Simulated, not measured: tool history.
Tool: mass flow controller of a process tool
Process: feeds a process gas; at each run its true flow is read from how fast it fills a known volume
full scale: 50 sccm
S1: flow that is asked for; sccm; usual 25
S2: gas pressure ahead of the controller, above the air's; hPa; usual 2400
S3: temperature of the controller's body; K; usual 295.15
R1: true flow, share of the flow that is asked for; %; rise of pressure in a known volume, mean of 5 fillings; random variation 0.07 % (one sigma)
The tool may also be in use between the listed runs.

{"run": 1, "hour": 0.0, "S1": 25, "S2": 2400, "S3": 295.15, "R1": 99.09}
{"run": 2, "hour": 73.6, "S1": 25, "S2": 2400, "S3": 294.15, "R1": 99.15}
{"run": 3, "hour": 142.7, "S1": 25, "S2": 2400, "S3": 294.15, "R1": 99.03}
{"run": 4, "hour": 200.1, "S1": 25, "S2": 2400, "S3": 294.15, "R1": 99.07}
{"run": 5, "hour": 266.9, "S1": 25, "S2": 2400, "S3": 294.15, "R1": 99.11}
{"run": 6, "hour": 343.8, "S1": 25, "S2": 2400, "S3": 294.15, "R1": 99.11}
{"run": 7, "hour": 393.2, "S1": 25, "S2": 2400, "S3": 296.15, "R1": 98.98}
{"run": 8, "hour": 466.7, "S1": 25, "S2": 2330, "S3": 296.15, "R1": 98.9}
{"run": 9, "hour": 531.9, "S1": 25, "S2": 2400, "S3": 294.15, "R1": 99.22}
{"run": 10, "hour": 603.6, "S1": 25, "S2": 2400, "S3": 295.15, "R1": 98.99}
{"run": 11, "hour": 671.8, "S1": 25, "S2": 2400, "S3": 295.15, "R1": 99.09}
{"run": 12, "hour": 724.6, "S1": 25, "S2": 2400, "S3": 295.15, "R1": 99.06}
{"run": 13, "hour": 773.0, "S1": 25, "S2": 2400, "S3": 295.15, "R1": 98.97}
{"run": 14, "hour": 808.1, "S1": 25, "S2": 1860, "S3": 295.15, "R1": 98.83}
{"run": 15, "hour": 885.3, "S1": 25, "S2": 2400, "S3": 295.15, "R1": 98.99}
{"run": 16, "hour": 952.1, "S1": 25, "S2": 2400, "S3": 295.15, "R1": 98.89}
{"run": 17, "hour": 1001.8, "S1": 25, "S2": 2400, "S3": 295.15, "R1": 98.96}
{"run": 18, "hour": 1076.7, "S1": 25, "S2": 2400, "S3": 295.15, "R1": 98.99}
{"run": 19, "hour": 1113.5, "S1": 25, "S2": 2400, "S3": 295.15, "R1": 98.92}
{"run": 20, "hour": 1159.4, "S1": 25, "S2": 2400, "S3": 304.15, "R1": 98.11}
{"run": 21, "hour": 1204.1, "S1": 29, "S2": 1800, "S3": 293.15, "R1": 99.3}
{"run": 22, "hour": 1270.6, "S1": 29, "S2": 1950, "S3": 309.15, "R1": 97.93}
{"run": 23, "hour": 1326.2, "S1": 29, "S2": 1950, "S3": 297.15, "R1": 99.05}
{"run": 24, "hour": 1403.1, "S1": 7, "S2": 2400, "S3": 294.15, "R1": 98.18}
{"run": 25, "hour": 1464.1, "S1": 7, "S2": 2400, "S3": 294.15, "R1": 98.14}
{"run": 26, "hour": 1497.2, "S1": 7, "S2": 2400, "S3": 294.15, "R1": 98.15}
{"run": 27, "hour": 1554.3, "S1": 31, "S2": 1570, "S3": 306.15, "R1": 98.38}
{"run": 28, "hour": 1611.0, "S1": 31, "S2": 1570, "S3": 306.15, "R1": 98.2}
{"run": 29, "hour": 1684.3, "S1": 31, "S2": 1570, "S3": 306.15, "R1": 98.36}
{"run": 30, "hour": 1741.5, "S1": 31, "S2": 1570, "S3": 306.15, "R1": 98.18}
{"run": 31, "hour": 1794.3, "S1": 35, "S2": 2400, "S3": 294.15, "R1": 99.49}
{"run": 32, "hour": 1846.2, "S1": 35, "S2": 2400, "S3": 294.15, "R1": 99.62}

Run 33 comes next. What will it give?
{"run": 33, "hour": 1904.8, "S1": 35, "S2": 2400, "S3": 294.15, "R1": "?"}

Run 33 gave R1 99.59 %.
Without the tool's hidden state the same run would have given R1 99.58 %.
